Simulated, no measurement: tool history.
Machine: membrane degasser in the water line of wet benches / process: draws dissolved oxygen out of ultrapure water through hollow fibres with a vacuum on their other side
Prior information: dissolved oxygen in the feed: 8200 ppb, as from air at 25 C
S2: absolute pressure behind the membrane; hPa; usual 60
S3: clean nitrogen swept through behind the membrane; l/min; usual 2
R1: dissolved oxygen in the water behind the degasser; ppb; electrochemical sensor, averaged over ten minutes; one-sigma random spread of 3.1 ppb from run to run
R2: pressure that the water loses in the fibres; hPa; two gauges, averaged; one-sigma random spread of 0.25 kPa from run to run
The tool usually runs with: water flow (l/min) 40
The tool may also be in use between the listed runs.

run 1 hour=0 | water_flow_(l/min)=40 S2=60 S3=2 | R1=320.9 R2=680.2
run 2 hour=99.3 | water_flow_(l/min)=40 S2=60 S3=2 | R1=323.4 R2=683.6
run 3 hour=179.4 | water_flow_(l/min)=40 S2=60 S3=2 | R1=320.9 R2=680.3
run 4 hour=257.5 | water_flow_(l/min)=49 S2=60 S3=2 | R1=409.8 R2=841.3
-- hour=363.1 seals of the vacuum lines changed
run 5 hour=381.9 | water_flow_(l/min)=49 S2=60 S3=2 | R1=417.1 R2=840.4
run 6 hour=509.5 | water_flow_(l/min)=40 S2=60 S3=2 | R1=323.8 R2=683
run 7 hour=592.1 | water_flow_(l/min)=40 S2=60 S3=2 | R1=324.8 R2=685.9
run 8 hour=689.2 | water_flow_(l/min)=40 S2=60 S3=2 | R1=331.8 R2=682.8
run 9 hour=790.1 | water_flow_(l/min)=40 S2=52.1 S3=2 | R1=300.8 R2=687.7
-- hour=852 vacuum gauge calibrated
run 10 hour=881.1 | water_flow_(l/min)=28 S2=60 S3=2 | R1=202.8 R2=480.3
run 11 hour=941 | water_flow_(l/min)=28 S2=60 S3=2 | R1=201.6 R2=481.5
run 12 hour=1076.3 | water_flow_(l/min)=28 S2=60 S3=2 | R1=207.3 R2=478.5
run 13 hour=1148.3 | water_flow_(l/min)=28 S2=60 S3=2 | R1=199.8 R2=480.6
run 14 hour=1224.4 | water_flow_(l/min)=28 S2=60 S3=2 | R1=203.8 R2=480.7
run 15 hour=1317.5 | water_flow_(l/min)=40 S2=61.7 S3=1.21 | R1=391.7 R2=691.9
run 16 hour=1376.8 | water_flow_(l/min)=54 S2=56.9 S3=3.67 | R1=378.4 R2=930.3
run 17 hour=1447.8 | water_flow_(l/min)=54 S2=56.9 S3=3.67 | R1=378.6 R2=929.5
run 18 hour=1506.1 | water_flow_(l/min)=29 S2=51 S3=2 | R1=185.6 R2=502.7
run 19 hour=1611 | water_flow_(l/min)=50 S2=81.6 S3=2 | R1=518.8 R2=864.8
run 20 hour=1719.6 | water_flow_(l/min)=50 S2=81.6 S3=2 | R1=525.5 R2=859.1
run 21 hour=1843.8 | water_flow_(l/min)=27 S2=63.8 S3=2 | R1=210.5 R2=463.8
run 22 hour=1972.7 | water_flow_(l/min)=46 S2=60 S3=1.14 | R1=457.2 R2=797.1

Consider 4 possible next runs. They are alternatives, not a sequence: every one starts from the tool as it was left by run 22. What does each give?
run A hour=2110.6 | water_flow_(l/min)=46 S2=60 S3=5.8 | R1=? R2=?
run B hour=2110.6 | water_flow_(l/min)=35 S2=141.9 S3=2 | R1=? R2=?
run C hour=2110.6 | water_flow_(l/min)=46 S2=100.7 S3=2.93 | R1=? R2=?
run D hour=2110.6 | water_flow_(l/min)=46 S2=60 S3=2.57 | R1=? R2=?

run=A R1=296.9 R2=795.7
run=B R1=576.1 R2=606.1
run=C R1=482.9 R2=795.3
run=D R1=358.9 R2=792.7
Without the tool's hidden state the same runs would have given:
run=A R1=277.7 R2=779.9
run=B R1=557.8 R2=594
run=C R1=461.6 R2=779.5
run=D R1=337 R2=776.9
